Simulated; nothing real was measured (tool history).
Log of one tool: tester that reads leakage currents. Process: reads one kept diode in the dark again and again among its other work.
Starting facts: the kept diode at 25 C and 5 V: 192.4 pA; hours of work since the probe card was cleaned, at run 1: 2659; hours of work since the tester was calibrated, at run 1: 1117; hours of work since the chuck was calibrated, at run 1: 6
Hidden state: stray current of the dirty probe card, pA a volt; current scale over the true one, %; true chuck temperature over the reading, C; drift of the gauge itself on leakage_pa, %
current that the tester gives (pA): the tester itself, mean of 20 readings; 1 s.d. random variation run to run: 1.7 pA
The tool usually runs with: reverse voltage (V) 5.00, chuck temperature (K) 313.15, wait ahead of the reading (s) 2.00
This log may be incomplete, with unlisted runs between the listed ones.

| run | hour | reverse voltage (V) | chuck temperature (K) | wait ahead of the reading (s) | hours of work since the probe card was cleaned | hours of work since the tester was calibrated | hours of work since the chuck was calibrated | current that the tester gives (pA) |
|---|---|---|---|---|---|---|---|---|
| 1 | 0.0 | 5.00 | 313.15 | 2.00 | 2659 | 1117 | 6 | 591.92 |
| 2 | 200.6 | 5.00 | 313.15 | 3.52 | 2760 | 1218 | 107 | 594.94 |
| 3 | 303.0 | 5.00 | 313.15 | 3.52 | 2812 | 1270 | 158 | 599.24 |
| 4 | 501.1 | 5.00 | 313.15 | 2.00 | 2911 | 1369 | 258 | 604.87 |
|  | 537.8 | probe card cleaned and baked |
| 5 | 622.8 | 5.00 | 313.15 | 2.00 | 43 | 1429 | 318 | 595.21 |
| 6 | 768.7 | 5.00 | 313.15 | 2.00 | 116 | 1503 | 392 | 601.50 |
| 7 | 949.2 | 5.00 | 313.15 | 2.00 | 207 | 1594 | 483 | 602.37 |
| 8 | 1137.2 | 5.00 | 318.15 | 2.00 | 302 | 1689 | 578 | 857.24 |
| 9 | 1330.1 | 5.00 | 318.15 | 2.00 | 400 | 1786 | 675 | 856.03 |
| 10 | 1477.0 | 7.12 | 317.15 | 0.53 | 474 | 1860 | 749 | 938.06 |
| 11 | 1689.5 | 6.14 | 320.15 | 2.00 | 581 | 1967 | 856 | 1086.29 |
| 12 | 1787.5 | 1.16 | 317.15 | 2.00 | 630 | 2017 | 906 | 440.67 |
| 13 | 1988.0 | 9.61 | 312.15 | 2.00 | 731 | 2118 | 1007 | 772.99 |
| 14 | 2197.0 | 9.61 | 312.15 | 2.00 | 837 | 2223 | 1112 | 782.20 |
| 15 | 2357.4 | 9.61 | 312.15 | 2.00 | 918 | 2304 | 1193 | 789.21 |
| 16 | 2529.3 | 3.60 | 312.15 | 1.51 | 1004 | 2391 | 1280 | 520.69 |
| 17 | 2614.5 | 8.37 | 313.15 | 6.08 | 1047 | 2434 | 1323 | 805.94 |

Take each entry between the runs: how does the hidden state at the last listed run before it differ from the hidden state at the first listed run after it?
Logged between run 4 and run 5: probe card cleaned and baked (hour 537.8)
  stray current of the dirty probe card, pA a volt: 2.981 -> 0.065; current scale over the true one, %: -0.53 -> -0.56; true chuck temperature over the reading, C: 0.35 -> 0.41
  what was measured, less what the result would be without the hidden state, current that the tester gives (pA): +25.71 -> +13.89

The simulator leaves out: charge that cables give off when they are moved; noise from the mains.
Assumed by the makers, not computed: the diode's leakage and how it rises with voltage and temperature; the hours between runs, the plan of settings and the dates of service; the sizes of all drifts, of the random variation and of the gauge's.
